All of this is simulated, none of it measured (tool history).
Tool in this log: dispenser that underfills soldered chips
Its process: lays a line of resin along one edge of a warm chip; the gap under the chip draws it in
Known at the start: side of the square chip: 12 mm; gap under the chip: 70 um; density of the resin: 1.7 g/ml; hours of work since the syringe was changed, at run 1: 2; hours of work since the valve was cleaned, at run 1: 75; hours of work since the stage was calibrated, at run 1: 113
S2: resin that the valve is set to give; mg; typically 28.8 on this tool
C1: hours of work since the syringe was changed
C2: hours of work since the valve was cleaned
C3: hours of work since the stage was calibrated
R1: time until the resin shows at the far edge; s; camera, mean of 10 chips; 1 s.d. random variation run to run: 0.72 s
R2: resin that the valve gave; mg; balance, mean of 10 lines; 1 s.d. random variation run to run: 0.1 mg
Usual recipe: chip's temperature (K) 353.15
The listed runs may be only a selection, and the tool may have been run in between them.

Run 1, hour 0: usual settings; C1 2; C2 75; C3 113. Result: R1 80.4 s, R2 27.52 mg.
At hour 5.2: new syringe of resin.
Run 2, hour 6.4: usual settings; C1 1; C2 79; C3 117. Result: R1 73.2 s, R2 27.34 mg.
Run 3, hour 10: usual settings; C1 3; C2 82; C3 120. Result: R1 88.4 s, R2 27.25 mg.
At hour 13: new syringe of resin.
Run 4, hour 14.1: usual settings; C1 1; C2 85; C3 123. Result: R1 71.2 s, R2 27.34 mg.
At hour 20.9: new syringe of resin.
Run 5, hour 21.4: usual settings; C1 0; C2 90; C3 128. Result: R1 71 s, R2 27.32 mg.
Run 6, hour 26.5: usual settings; C1 4; C2 94; C3 132. Result: R1 92.6 s, R2 27.08 mg.
At hour 28.8: new syringe of resin.
Run 7, hour 31.4: usual settings; C1 2; C2 97; C3 135. Result: R1 80.7 s, R2 27.13 mg.
At hour 36.7: new syringe of resin.
Run 8, hour 38.7: usual settings but chip's temperature (K) 346.15; C1 1; C2 102; C3 140. Result: R1 111.9 s, R2 27.06 mg.
Run 9, hour 41.9: usual settings but chip's temperature (K) 346.15; C1 4; C2 104; C3 142. Result: R1 130.5 s, R2 27.06 mg.
At hour 44.8: new syringe of resin.
Run 10, hour 48.1: usual settings but S2 33.5 mg; C1 2; C2 109; C3 147. Result: R1 84.2 s, R2 31.29 mg.
Run 11, hour 52: usual settings but S2 33.5 mg; C1 5; C2 112; C3 149. Result: R1 101.7 s, R2 31.09 mg.
At hour 52.9: new syringe of resin.
At hour 54.2: dispensing valve cleaned and set on the balance.
Run 12, hour 59.5: usual settings but S2 25 mg; C1 4; C2 4; C3 154. Result: R1 93.6 s, R2 24.96 mg.
At hour 61.7: new syringe of resin.
Run 13, hour 65.1: usual settings but chip's temperature (K) 358.15, S2 25 mg; C1 2; C2 8; C3 158. Result: R1 63.1 s, R2 24.95 mg.
Run 14, hour 68.1: usual settings but chip's temperature (K) 358.15, S2 33.1 mg; C1 5; C2 10; C3 160. Result: R1 73.7 s, R2 32.8 mg.
At hour 69.8: new syringe of resin.
Run 15, hour 71.2: usual settings but chip's temperature (K) 361.15, S2 27.7 mg; C1 1; C2 12; C3 162. Result: R1 49.7 s, R2 27.42 mg.
Run 16, hour 77: usual settings but chip's temperature (K) 362.15, S2 28 mg; C1 5; C2 16; C3 166. Result: R1 66.2 s, R2 27.53 mg.
At hour 77.8: new syringe of resin.
Run 17, hour 81.2: usual settings but chip's temperature (K) 358.15, S2 24.7 mg; C1 2; C2 19; C3 169. Result: R1 66.7 s, R2 24.28 mg.
Run 18, hour 84.6: usual settings but chip's temperature (K) 350.15, S2 27.7 mg; C1 5; C2 21; C3 172. Result: R1 116.1 s, R2 27.25 mg.
At hour 85.9: new syringe of resin.
Run 19, hour 91.2: usual settings but chip's temperature (K) 350.15, S2 27.7 mg; C1 4; C2 26; C3 176. Result: R1 107.7 s, R2 27.15 mg.
At hour 93.7: new syringe of resin.
Run 20, hour 97.2: usual settings but chip's temperature (K) 347.15, S2 36.6 mg; C1 3; C2 30; C3 180. Result: R1 111.1 s, R2 35.99 mg.
Run 21, hour 100.7: usual settings but chip's temperature (K) 344.15, S2 25.4 mg; C1 5; C2 33; C3 183. Result: R1 160.3 s, R2 24.79 mg.
At hour 101.5: new syringe of resin.
Run 22, hour 104.5: usual settings but chip's temperature (K) 344.15, S2 33.5 mg; C1 2; C2 35; C3 185. Result: R1 125.8 s, R2 32.9 mg.
Run 23, hour 107.7: usual settings but chip's temperature (K) 365.15, S2 35.5 mg; C1 5; C2 38; C3 188. Result: R1 52.8 s, R2 34.53 mg.
At hour 109.5: new syringe of resin.
Run 24, hour 113.4: usual settings but chip's temperature (K) 346.15, S2 27.9 mg; C1 3; C2 42; C3 192. Result: R1 122.9 s, R2 27.01 mg.
At hour 117.4: new syringe of resin.
Run 25, hour 119.5: usual settings but chip's temperature (K) 344.15, S2 25.2 mg; C1 2; C2 46; C3 196. Result: R1 123.2 s, R2 24.36 mg.
Run 26, hour 122.8: usual settings but chip's temperature (K) 342.15, S2 30.9 mg; C1 4; C2 48; C3 198. Result: R1 162.1 s, R2 29.87 mg.
At hour 125.3: new syringe of resin.
Run 27, hour 126.4: usual settings but chip's temperature (K) 339.15, S2 32.8 mg; C1 1; C2 51; C3 201. Result: R1 150.3 s, R2 31.77 mg.
Run 28, hour 129.5: usual settings but chip's temperature (K) 357.15, S2 32.8 mg; C1 3; C2 53; C3 203. Result: R1 69.9 s, R2 31.73 mg.

Hidden state or all else? Some run-to-run changes of R1, split into what the settings, what came in and random variation would give without the hidden state, and what is left for the hidden state (with any gauge scatter that isn't in both results):
The tool's hidden condition here consists of: resin's viscosity, % of fresh resin's; dose that the valve gives, % of what is set; true chip temperature over the reading, C; drift of the gauge itself on fill_s, %; drift of the gauge itself on given_mg, %.
Run 20 -> 21: chip's temperature (K) 347.15 -> 344.15, S2 36.6 -> 25.4. R1 +49.2 s: hidden state +32, all else +17.2.
Run 22 -> 23: chip's temperature (K) 344.15 -> 365.15, S2 33.5 -> 35.5. R1 -73 s: hidden state -6.8, all else -66.2.
Run 26 -> 27: chip's temperature (K) 342.15 -> 339.15, S2 30.9 -> 32.8, new syringe of resin. R1 -11.8 s: hidden state -31.5, all else +19.7.
Run 27 -> 28: chip's temperature (K) 339.15 -> 357.15. R1 -80.4 s: hidden state +1.6, all else -82.

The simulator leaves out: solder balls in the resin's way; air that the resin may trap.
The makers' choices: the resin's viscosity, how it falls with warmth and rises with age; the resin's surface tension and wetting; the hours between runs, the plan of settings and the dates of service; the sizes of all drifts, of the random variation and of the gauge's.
